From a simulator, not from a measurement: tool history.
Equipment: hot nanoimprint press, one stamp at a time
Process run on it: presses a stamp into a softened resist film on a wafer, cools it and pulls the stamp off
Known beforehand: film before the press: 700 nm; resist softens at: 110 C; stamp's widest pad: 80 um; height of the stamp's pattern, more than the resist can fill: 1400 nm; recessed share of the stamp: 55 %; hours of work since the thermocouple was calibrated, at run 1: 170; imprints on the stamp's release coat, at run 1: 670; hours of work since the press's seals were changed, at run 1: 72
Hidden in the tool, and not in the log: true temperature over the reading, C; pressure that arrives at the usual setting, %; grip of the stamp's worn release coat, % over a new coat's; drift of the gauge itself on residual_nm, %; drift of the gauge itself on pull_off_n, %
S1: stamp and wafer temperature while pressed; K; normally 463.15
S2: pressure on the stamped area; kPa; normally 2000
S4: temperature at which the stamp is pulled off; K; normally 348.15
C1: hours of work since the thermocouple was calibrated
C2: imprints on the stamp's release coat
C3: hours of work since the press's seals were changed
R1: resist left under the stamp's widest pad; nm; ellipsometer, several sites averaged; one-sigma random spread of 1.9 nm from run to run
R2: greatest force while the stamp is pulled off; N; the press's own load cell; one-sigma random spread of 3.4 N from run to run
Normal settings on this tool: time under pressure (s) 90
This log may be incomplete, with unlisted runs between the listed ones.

Run 1, day 0.000: usual settings; C1 170; C2 670; C3 72. Result: R1 311.2 nm, R2 177 N.
Run 2, day 0.338: usual settings but S2 1270 kPa; C1 174; C2 693; C3 75. Result: R1 377.2 nm, R2 177 N.
Run 3, day 0.942: usual settings but S1 468.15 K, S2 1270 kPa; C1 179; C2 736; C3 81. Result: R1 324.8 nm, R2 181 N.
Run 4, day 1.433: usual settings but S1 468.15 K, S2 1270 kPa; C1 184; C2 770; C3 86. Result: R1 326.5 nm, R2 184 N.
Run 5, day 2.029: usual settings but S1 468.15 K, S2 1270 kPa; C1 190; C2 812; C3 92. Result: R1 322.9 nm, R2 182 N.
Run 6, day 2.567: usual settings; C1 195; C2 849; C3 97. Result: R1 309.0 nm, R2 181 N.
Run 7, day 3.342: usual settings but S4 352.15 K; C1 203; C2 904; C3 105. Result: R1 309.7 nm, R2 175 N.
Run 8, day 3.988: usual settings but S4 352.15 K; C1 209; C2 948; C3 111. Result: R1 311.0 nm, R2 182 N.
Run 9, day 4.512: usual settings but S4 352.15 K; C1 214; C2 985; C3 116. Result: R1 310.9 nm, R2 179 N.
Run 10, day 4.892: usual settings but S4 352.15 K; C1 218; C2 1012; C3 120. Result: R1 308.2 nm, R2 190 N.
Run 11, day 5.404: usual settings but S1 462.15 K, S4 353.15 K; C1 223; C2 1048; C3 125. Result: R1 319.3 nm, R2 182 N.
Run 12, day 5.821: usual settings but S2 1910 kPa, S4 344.15 K; C1 227; C2 1077; C3 129. Result: R1 316.6 nm, R2 196 N.
Run 13, day 6.567: usual settings but S2 2340 kPa, time under pressure (s) 123, S4 344.15 K; C1 235; C2 1129; C3 136. Result: R1 255.3 nm, R2 199 N.
Run 14, day 7.058: usual settings but S2 2340 kPa, time under pressure (s) 123, S4 344.15 K; C1 239; C2 1163; C3 141. Result: R1 256.0 nm, R2 198 N.
Run 15, day 7.633: usual settings but S2 2340 kPa, time under pressure (s) 123, S4 344.15 K; C1 245; C2 1204; C3 147. Result: R1 257.0 nm, R2 199 N.
Run 16, day 8.308: usual settings but S1 468.15 K, S2 2340 kPa, time under pressure (s) 108, S4 344.15 K; C1 252; C2 1251; C3 153. Result: R1 225.7 nm, R2 206 N.
Run 17, day 9.138: usual settings but S1 461.15 K; C1 260; C2 1309; C3 161. Result: R1 332.0 nm, R2 196 N.
At day 9.550: stamp cleaned and given a new release coat.
Run 18, day 10.179: usual settings but S1 461.15 K; C1 267; C2 44; C3 169. Result: R1 333.4 nm, R2 174 N.
Run 19, day 10.988: usual settings but S1 461.15 K; C1 275; C2 101; C3 177. Result: R1 331.1 nm, R2 173 N.

Below are 5 alternative next runs, each starting from the tool's condition after run 19. Predict each:
Run A, day 11.400: usual settings but time under pressure (s) 52, S4 354.15 K; C1 279; C2 130; C3 181. Result: R1 ?, R2 ?.
Run B, day 11.400: usual settings but S1 460.15 K, S2 2830 kPa; C1 279; C2 130; C3 181. Result: R1 ?, R2 ?.
Run C, day 11.400: usual settings but S1 461.15 K, S2 2590 kPa, time under pressure (s) 51; C1 279; C2 130; C3 181. Result: R1 ?, R2 ?.
Run D, day 11.400: usual settings but S1 464.15 K, S2 1260 kPa, time under pressure (s) 95; C1 279; C2 130; C3 181. Result: R1 ?, R2 ?.
Run E, day 11.400: usual settings but S4 339.15 K; C1 279; C2 130; C3 181. Result: R1 ?, R2 ?.

run     R1   R2
  A  378.2  165
  B  294.2  170
  C  361.9  167
  D  367.2  168
  E  310.9  178
The same runs, with their run-to-run variation unchanged, on a tool lacking any hidden condition would have given:
run     R1   R2
  A  362.4  161
  B  279.2  166
  C  345.5  163
  D  352.2  164
  E  296.5  174
